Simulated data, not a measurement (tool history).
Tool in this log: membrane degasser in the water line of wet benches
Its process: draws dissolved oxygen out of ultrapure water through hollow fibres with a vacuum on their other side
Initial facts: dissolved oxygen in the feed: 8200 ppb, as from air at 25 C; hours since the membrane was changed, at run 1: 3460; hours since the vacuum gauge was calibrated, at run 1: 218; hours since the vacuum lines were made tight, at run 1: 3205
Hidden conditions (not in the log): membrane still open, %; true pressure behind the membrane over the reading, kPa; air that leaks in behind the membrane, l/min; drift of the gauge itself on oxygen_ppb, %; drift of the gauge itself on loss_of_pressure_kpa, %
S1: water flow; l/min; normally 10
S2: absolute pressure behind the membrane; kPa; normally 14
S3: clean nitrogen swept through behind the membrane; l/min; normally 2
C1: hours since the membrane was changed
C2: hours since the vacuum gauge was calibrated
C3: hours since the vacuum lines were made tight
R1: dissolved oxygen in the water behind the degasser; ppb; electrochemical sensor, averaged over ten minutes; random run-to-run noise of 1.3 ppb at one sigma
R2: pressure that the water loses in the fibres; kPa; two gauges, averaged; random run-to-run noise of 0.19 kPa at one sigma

run,hour,S1,S2,S3,C1,C2,C3,R1,R2
1,0,10,14,2,3460,218,3205,153.5,37.79
2,86.9,10,14,2,3547,305,3292,152.2,38
3,160.4,10,14,2,3620,378,3366,150.4,38.32
4,239.5,10,14,2,3700,457,3445,152.3,37.91
5,309.4,10,14,2,3769,527,3515,155.8,37.92
6,394.3,10,14,5.57,3854,612,3600,68.8,37.77
7,484.3,10,14,5.57,3944,702,3690,69.4,37.94
8,621.5,10,14,5.57,4082,839,3827,69.2,37.81
9,706.8,7,14,2,4167,925,3912,105.5,26.65
10,815.8,7,14,2,4276,1034,4021,106,26.96
11,906,7,14,1.96,4366,1124,4112,107.1,26.76
12,1013.3,10,14,0.96,4473,1231,4219,287.9,38.06
13,1088.5,10,14,0.96,4549,1306,4294,289.2,38.44
14,1238.5,10,14,0.96,4699,1456,4444,291.2,38.5
15,1348.9,10,14,0.96,4809,1567,4554,291,37.73
16,1452.2,10,14,0.96,4912,1670,4658,292.8,38.12
17,1573.1,10,14,0.96,5033,1791,4779,293.8,38.65
# hour 1609.9: seals of the vacuum lines changed
18,1710.7,10,14,3.77,5169,1926,101,90.9,38.5
# hour 1718.3: vacuum gauge calibrated
19,1853.6,11,14,1.17,5311,135,243,265.6,42.11
20,2003.1,13,18.8,1.94,5461,285,393,294.4,49.94
21,2095.5,13,18.8,1.94,5553,377,485,291.7,50.06
# hour 2157.5: vacuum gauge calibrated, once more
22,2233.7,13,14,1.96,5691,76,623,214.3,50.34
23,2322,13,14,1.96,5779,165,711,212.8,50.54
24,2442.9,11,23.9,3.37,5900,285,832,191.6,42.9
25,2551.9,10,14,1.56,6009,394,941,188.1,39.12
26,2636.5,10,14,1.56,6094,479,1026,186.2,38.59
27,2723.8,10,14,1.56,6181,566,1113,186.9,38.7
28,2829.4,9,14,2,6286,672,1218,135.9,34.92
29,2985.7,9,13.4,2,6443,828,1375,129,34.78
30,3065.8,11,15.5,2,6523,908,1455,193.9,42.98
31,3207.5,11,15.5,2,6664,1050,1597,193.2,43.16

Selected run-to-run steps in R1, each split into two signed amounts: the part the tool would show with no hidden state at all (from settings, incoming material and random variation), and the remainder, which goes to the hidden state together with any gauge scatter not common to the measured and the hidden-state-free results:
Run 11 -> 12: S1 7 -> 10, S3 1.96 -> 0.96. R1 +180.8 ppb: hidden state +8.3, all else +172.5.
Run 17 -> 18: S3 0.96 -> 3.77, seals of the vacuum lines changed. R1 -202.9 ppb: hidden state -14.4, all else -188.5.
Run 18 -> 19: S1 10 -> 11, S3 3.77 -> 1.17, vacuum gauge calibrated. R1 +174.7 ppb: hidden state +5.1, all else +169.6.
